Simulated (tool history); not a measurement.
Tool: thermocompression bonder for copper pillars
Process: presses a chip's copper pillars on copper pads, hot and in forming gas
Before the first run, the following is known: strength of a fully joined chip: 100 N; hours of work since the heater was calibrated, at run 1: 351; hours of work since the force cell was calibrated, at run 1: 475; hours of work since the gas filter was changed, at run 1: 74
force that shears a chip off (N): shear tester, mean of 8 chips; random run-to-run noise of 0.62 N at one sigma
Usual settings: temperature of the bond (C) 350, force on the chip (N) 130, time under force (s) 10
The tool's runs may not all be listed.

run,day,temperature of the bond (C),force on the chip (N),time under force (s),hours of work since the heater was calibrated,hours of work since the force cell was calibrated,hours of work since the gas filter was changed,force that shears a chip off (N)
1,0.000,350,130,10,351,475,74,49.8
2,1.079,350,130,10,366,490,89,49.6
3,2.025,350,130,10,380,504,103,50.1
4,2.608,350,130,10,388,512,111,50.4
5,3.704,350,130,10,404,528,127,48.7
6,4.638,350,130,10,417,541,140,51.1
7,5.175,350,104,10,425,549,148,42.4
8,5.788,350,104,10,433,558,157,42.5
9,7.079,350,175,10,452,576,175,60.0
10,7.721,350,115,10,461,585,184,45.6
# day 8.288: forming gas filter changed
11,8.979,350,183,10,479,603,10,63.0
12,9.892,350,130,27,492,616,23,69.5
13,11.179,350,130,27,510,634,41,69.3
14,11.875,350,130,27,520,644,51,67.7
15,12.638,332,92,10,531,655,62,31.9
16,13.792,335,117,24,548,672,79,53.5
17,14.558,350,129,10,559,683,90,49.1
18,15.112,327,190,10,566,691,98,49.4
19,15.712,351,175,24,575,699,106,74.9
20,16.862,340,177,10,591,716,123,56.9
21,17.842,340,128,23,606,730,137,57.9
22,18.629,372,136,26,617,741,148,79.1
23,19.788,324,130,25,633,757,164,51.9
24,20.633,356,165,13,645,770,177,66.4
# day 21.658: forming gas filter changed
25,21.933,349,186,13,664,788,4,68.5
26,23.017,350,152,10,679,803,19,55.5
27,23.958,364,127,7,693,817,33,50.8
28,25.238,359,130,10,711,835,51,54.4

Each row is a separate what-if for the run after 28, all from the same tool condition, not one after another. Results?
A,26.100,346,130,10,723,847,64,?
B,26.100,359,181,10,723,847,64,?
C,26.100,345,130,7,723,847,64,?
D,26.100,350,78,5,723,847,64,?

run,force that shears a chip off (N)
A,49.9
B,68.4
C,42.2
D,26.2
The same runs, with their run-to-run variation unchanged, on a tool lacking any hidden condition would have given:
run,force that shears a chip off (N)
A,49.7
B,68.3
C,42.0
D,26.1
